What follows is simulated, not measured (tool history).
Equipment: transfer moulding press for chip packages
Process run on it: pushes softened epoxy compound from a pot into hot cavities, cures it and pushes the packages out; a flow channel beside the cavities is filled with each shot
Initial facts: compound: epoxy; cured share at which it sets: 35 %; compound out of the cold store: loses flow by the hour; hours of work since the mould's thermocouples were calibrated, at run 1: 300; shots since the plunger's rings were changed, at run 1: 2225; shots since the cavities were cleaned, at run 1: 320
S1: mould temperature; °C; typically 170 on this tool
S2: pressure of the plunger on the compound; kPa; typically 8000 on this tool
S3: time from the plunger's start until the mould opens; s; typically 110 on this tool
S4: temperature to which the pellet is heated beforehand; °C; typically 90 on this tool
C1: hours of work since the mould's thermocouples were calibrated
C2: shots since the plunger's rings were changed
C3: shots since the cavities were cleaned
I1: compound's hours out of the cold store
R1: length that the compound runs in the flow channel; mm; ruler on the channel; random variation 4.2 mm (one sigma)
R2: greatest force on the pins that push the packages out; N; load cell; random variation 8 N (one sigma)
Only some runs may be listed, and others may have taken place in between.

run 1 day=0 | S1=170 S2=8000 S3=110 S4=90 | C1=300 C2=2225 C3=320 | I1=27.9 | R1=867 R2=368
run 2 day=0.404 | S1=170 S2=8000 S3=110 S4=90 | C1=305 C2=2300 C3=395 | I1=28.7 | R1=869 R2=361
run 3 day=1.071 | S1=170 S2=8000 S3=110 S4=90 | C1=312 C2=2424 C3=519 | I1=16.9 | R1=915 R2=363
run 4 day=1.367 | S1=170 S2=8000 S3=110 S4=90 | C1=315 C2=2478 C3=573 | I1=43.3 | R1=828 R2=351
-- day=2.108 cavities cleaned with cleaning compound and waxed
run 5 day=2.125 | S1=164 S2=8000 S3=110 S4=90 | C1=323 C2=2608 C3=4 | I1=37.2 | R1=856 R2=447
run 6 day=2.842 | S1=164 S2=8000 S3=110 S4=90 | C1=331 C2=2741 C3=137 | I1=45.7 | R1=839 R2=463
run 7 day=3.354 | S1=170 S2=8000 S3=110 S4=90 | C1=337 C2=2836 C3=232 | I1=12.2 | R1=924 R2=350
run 8 day=3.788 | S1=170 S2=8000 S3=110 S4=90 | C1=342 C2=2917 C3=313 | I1=44.8 | R1=828 R2=348
run 9 day=4.108 | S1=170 S2=8620 S3=110 S4=90 | C1=345 C2=2976 C3=372 | I1=41.3 | R1=860 R2=359
run 10 day=4.467 | S1=170 S2=6830 S3=110 S4=90 | C1=349 C2=3043 C3=439 | I1=36.5 | R1=785 R2=352
run 11 day=5.038 | S1=170 S2=6830 S3=110 S4=90 | C1=356 C2=3149 C3=545 | I1=14.6 | R1=851 R2=343
run 12 day=5.738 | S1=166 S2=8000 S3=110 S4=90 | C1=363 C2=3278 C3=674 | I1=30.5 | R1=880 R2=416
-- day=5.917 cavities cleaned with cleaning compound and waxed
run 13 day=6.175 | S1=170 S2=8000 S3=110 S4=96 | C1=368 C2=3348 C3=48 | I1=11.1 | R1=933 R2=358
run 14 day=6.767 | S1=170 S2=8000 S3=110 S4=90 | C1=374 C2=3458 C3=158 | I1=39 | R1=837 R2=357
run 15 day=7.196 | S1=169 S2=8000 S3=110 S4=87 | C1=379 C2=3538 C3=238 | I1=17 | R1=915 R2=360
run 16 day=7.542 | S1=169 S2=8000 S3=95 S4=84 | C1=383 C2=3602 C3=302 | I1=17.4 | R1=905 R2=479
run 17 day=8.254 | S1=169 S2=8000 S3=95 S4=84 | C1=391 C2=3735 C3=435 | I1=19.7 | R1=909 R2=454
run 18 day=8.75 | S1=169 S2=8000 S3=95 S4=84 | C1=396 C2=3826 C3=526 | I1=40.4 | R1=841 R2=468
run 19 day=9.358 | S1=172 S2=9570 S3=146 S4=90 | C1=403 C2=3940 C3=640 | I1=35.7 | R1=929 R2=305
-- day=9.75 cavities cleaned with cleaning compound and waxed
run 20 day=9.979 | S1=175 S2=8000 S3=120 S4=90 | C1=410 C2=4043 C3=42 | I1=38.9 | R1=827 R2=303
run 21 day=10.65 | S1=175 S2=8000 S3=120 S4=90 | C1=417 C2=4168 C3=167 | I1=28 | R1=863 R2=307
run 22 day=10.996 | S1=172 S2=8000 S3=113 S4=90 | C1=421 C2=4232 C3=231 | I1=32.4 | R1=860 R2=340
run 23 day=11.554 | S1=172 S2=8000 S3=113 S4=90 | C1=427 C2=4335 C3=334 | I1=17.2 | R1=905 R2=331
run 24 day=12.258 | S1=170 S2=6710 S3=110 S4=85 | C1=435 C2=4466 C3=465 | I1=43.8 | R1=759 R2=349
-- day=12.404 mould's thermocouples calibrated
run 25 day=12.833 | S1=170 S2=6710 S3=110 S4=85 | C1=5 C2=4558 C3=557 | I1=36.4 | R1=775 R2=354
run 26 day=13.238 | S1=170 S2=6710 S3=110 S4=85 | C1=9 C2=4633 C3=632 | I1=35.7 | R1=779 R2=345
run 27 day=13.55 | S1=170 S2=6710 S3=110 S4=85 | C1=13 C2=4690 C3=689 | I1=21.1 | R1=817 R2=364
-- day=13.671 cavities cleaned with cleaning compound and waxed
run 28 day=14.317 | S1=175 S2=6760 S3=110 S4=90 | C1=21 C2=4821 C3=120 | I1=13.3 | R1=837 R2=326

Branching from run 28: 4 alternative next runs. What would each branch give?
-- day=14.912 plunger's sealing rings changed
run A day=14.954 | S1=170 S2=8290 S3=107 S4=90 | C1=27 C2=8 C3=220 | I1=30.5 | R1=? R2=?
-- day=14.912 plunger's sealing rings changed
run B day=14.954 | S1=174 S2=8000 S3=110 S4=90 | C1=27 C2=8 C3=220 | I1=44.2 | R1=? R2=?
-- day=14.912 plunger's sealing rings changed
run C day=14.954 | S1=170 S2=7870 S3=118 S4=96 | C1=27 C2=8 C3=220 | I1=40.7 | R1=? R2=?
-- day=14.912 plunger's sealing rings changed
run D day=14.954 | S1=175 S2=6610 S3=110 S4=90 | C1=27 C2=8 C3=220 | I1=28.2 | R1=? R2=?

run=A R1=883 R2=360
run=B R1=817 R2=320
run=C R1=822 R2=332
run=D R1=787 R2=325
With no hidden state in the tool, these same runs would have given:
run=A R1=883 R2=357
run=B R1=817 R2=318
run=C R1=822 R2=330
run=D R1=787 R2=323

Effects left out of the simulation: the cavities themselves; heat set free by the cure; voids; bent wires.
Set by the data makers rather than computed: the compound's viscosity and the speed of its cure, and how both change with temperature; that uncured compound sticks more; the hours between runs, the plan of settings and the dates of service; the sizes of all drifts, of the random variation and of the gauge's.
